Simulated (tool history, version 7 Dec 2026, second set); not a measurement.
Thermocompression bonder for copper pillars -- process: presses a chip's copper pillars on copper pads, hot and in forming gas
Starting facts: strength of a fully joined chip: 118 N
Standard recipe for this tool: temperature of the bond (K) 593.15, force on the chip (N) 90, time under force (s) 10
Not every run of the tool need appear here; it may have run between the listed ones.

run     day  temperature of the bond (K)  force on the chip (N)  time under force (s)  force that shears a chip off (N)
  1       0                       593.15                     90                    10                              45.5
  2   1.071                       593.15                     90                    10                              45.6
  3   2.875                       583.15                     90                    10                                43
  4   5.179                       583.15                     90                    10                              46.2
  5   6.379                       583.15                     90                    10                              45.4
  6   7.488                       583.15                     90                    10                              44.9
  7   8.733                       583.15                     90                    10                              44.9
  8  10.654                       583.15                     90                    10                                45
  9  11.942                       583.15                     90                    10                              44.6
 10  14.538                       583.15                     90                    10                              44.7
 11  16.267                       583.15                     70                    22                              51.3
 12  18.204                       583.15                     70                    22                              51.2
 13  20.571                       583.15                     70                    22                              51.1
 14  22.662                       583.15                     70                    22                              50.5
 15  23.904                       588.15                     63                    24                              51.7
 16  25.142                       588.15                     63                    24                                55
 17  26.929                       593.15                    122                    10                              58.7
 18  28.583                       593.15                     72                    16                              51.8
 19  30.008                       612.15                    132                    19                              85.4

Missing from the log above: 5 entries noted between runs. For each, name the pair of listed runs it sits between and say how the tool's hidden condition differs from the listed run just before to the listed run just after:
In the gap between runs 2 and 3: forming gas filter changed (day 2.442)
  true temperature of the bond over the reading, C: -6.3 -> -6.5; force that reaches the chip, % of what is set: 99.4 -> 99.3; oxide that the forming gas leaves, % of the face: 5.5 -> 0.62
  measured result minus the result with no hidden state, force that shears a chip off (N): -6 -> -3.6
In the gap between runs 3 and 4: heater calibrated with a thermocouple chip (day 3.075)
  true temperature of the bond over the reading, C: -6.5 -> 0.6; force that reaches the chip, % of what is set: 99.3 -> 99.2; oxide that the forming gas leaves, % of the face: 0.62 -> 1.21
  measured result minus the result with no hidden state, force that shears a chip off (N): -3.6 -> -0.2
In the gap between runs 7 and 8: force cell calibrated (day 9.038)
  true temperature of the bond over the reading, C: 0.2 -> 0; force that reaches the chip, % of what is set: 99.1 -> 98.6; oxide that the forming gas leaves, % of the face: 2.09 -> 2.58
  measured result minus the result with no hidden state, force that shears a chip off (N): -0.9 -> -1.3
In the gap between runs 11 and 12: force cell calibrated, once more (day 17.579)
  true temperature of the bond over the reading, C: -0.5 -> -0.7; force that reaches the chip, % of what is set: 98.5 -> 99.5; oxide that the forming gas leaves, % of the face: 4.05 -> 4.52
  measured result minus the result with no hidden state, force that shears a chip off (N): -2.6 -> -2.7
In the gap between runs 15 and 16: forming gas filter changed (day 24.929)
  true temperature of the bond over the reading, C: -1.2 -> -1.4; oxide that the forming gas leaves, % of the face: 6.08 -> 0.6
  measured result minus the result with no hidden state, force that shears a chip off (N): -3.9 -> -1
